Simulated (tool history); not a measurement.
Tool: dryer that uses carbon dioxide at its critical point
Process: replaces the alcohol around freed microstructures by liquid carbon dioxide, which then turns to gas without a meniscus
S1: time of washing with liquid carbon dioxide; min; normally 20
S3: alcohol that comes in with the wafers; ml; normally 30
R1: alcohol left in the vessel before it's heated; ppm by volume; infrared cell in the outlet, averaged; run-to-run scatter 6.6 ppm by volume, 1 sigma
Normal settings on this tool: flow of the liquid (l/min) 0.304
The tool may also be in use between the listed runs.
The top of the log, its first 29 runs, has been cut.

{"run": 30, "hour": 1280.5, "S1": 25, "flow of the liquid (l/min)": 0.305, "S3": 37, "R1": 157}
{"run": 31, "hour": 1341.9, "S1": 20, "flow of the liquid (l/min)": 0.475, "S3": 31, "R1": 37}
{"run": 32, "hour": 1372.7, "S1": 20, "flow of the liquid (l/min)": 0.407, "S3": 31, "R1": 92}
{"run": 33, "hour": 1412.8, "S1": 17, "flow of the liquid (l/min)": 0.215, "S3": 30, "R1": 2169}
{"run": 34, "hour": 1466.6, "S1": 17, "flow of the liquid (l/min)": 0.404, "S3": 49, "R1": 346}
{"run": 35, "hour": 1517.9, "S1": 20, "flow of the liquid (l/min)": 0.222, "S3": 30, "R1": 1254}
{"run": 36, "hour": 1566.3, "S1": 29, "flow of the liquid (l/min)": 0.303, "S3": 30, "R1": 75}
{"hour": 1583.1, "done": "inlet filter changed"}
{"run": 37, "hour": 1613.2, "S1": 28, "flow of the liquid (l/min)": 0.4, "S3": 44, "R1": 20}
{"run": 38, "hour": 1653.4, "S1": 16, "flow of the liquid (l/min)": 0.381, "S3": 43, "R1": 419}
{"run": 39, "hour": 1684.0, "S1": 14, "flow of the liquid (l/min)": 0.268, "S3": 30, "R1": 1760}
{"run": 40, "hour": 1733.2, "S1": 15, "flow of the liquid (l/min)": 0.402, "S3": 23, "R1": 244}
{"run": 41, "hour": 1774.4, "S1": 15, "flow of the liquid (l/min)": 0.402, "S3": 23, "R1": 247}
{"run": 42, "hour": 1830.5, "S1": 15, "flow of the liquid (l/min)": 0.402, "S3": 23, "R1": 254}
{"run": 43, "hour": 1883.9, "S1": 15, "flow of the liquid (l/min)": 0.402, "S3": 23, "R1": 256}
{"run": 44, "hour": 1912.1, "S1": 13, "flow of the liquid (l/min)": 0.194, "S3": 21, "R1": 3324}

Each row is a separate what-if for the run after 44, all from the same tool condition, not one after another. Results?
{"run": "A", "hour": 1970.2, "S1": 12, "flow of the liquid (l/min)": 0.486, "S3": 102, "R1": "?"}
{"run": "B", "hour": 1970.2, "S1": 15, "flow of the liquid (l/min)": 0.194, "S3": 21, "R1": "?"}
{"run": "C", "hour": 1970.2, "S1": 30, "flow of the liquid (l/min)": 0.191, "S3": 101, "R1": "?"}
{"run": "D", "hour": 1970.2, "S1": 20, "flow of the liquid (l/min)": 0.304, "S3": 95, "R1": "?"}
{"run": "E", "hour": 1970.2, "S1": 26, "flow of the liquid (l/min)": 0.304, "S3": 30, "R1": "?"}

run=A R1=1286
run=B R1=2424
run=C R1=1488
run=D R1=1022
run=E R1=100
The same runs, with their run-to-run variation unchanged, on a tool lacking any hidden condition would have given:
run=A R1=1109
run=B R1=2255
run=C R1=1293
run=D R1=875
run=E R1=69

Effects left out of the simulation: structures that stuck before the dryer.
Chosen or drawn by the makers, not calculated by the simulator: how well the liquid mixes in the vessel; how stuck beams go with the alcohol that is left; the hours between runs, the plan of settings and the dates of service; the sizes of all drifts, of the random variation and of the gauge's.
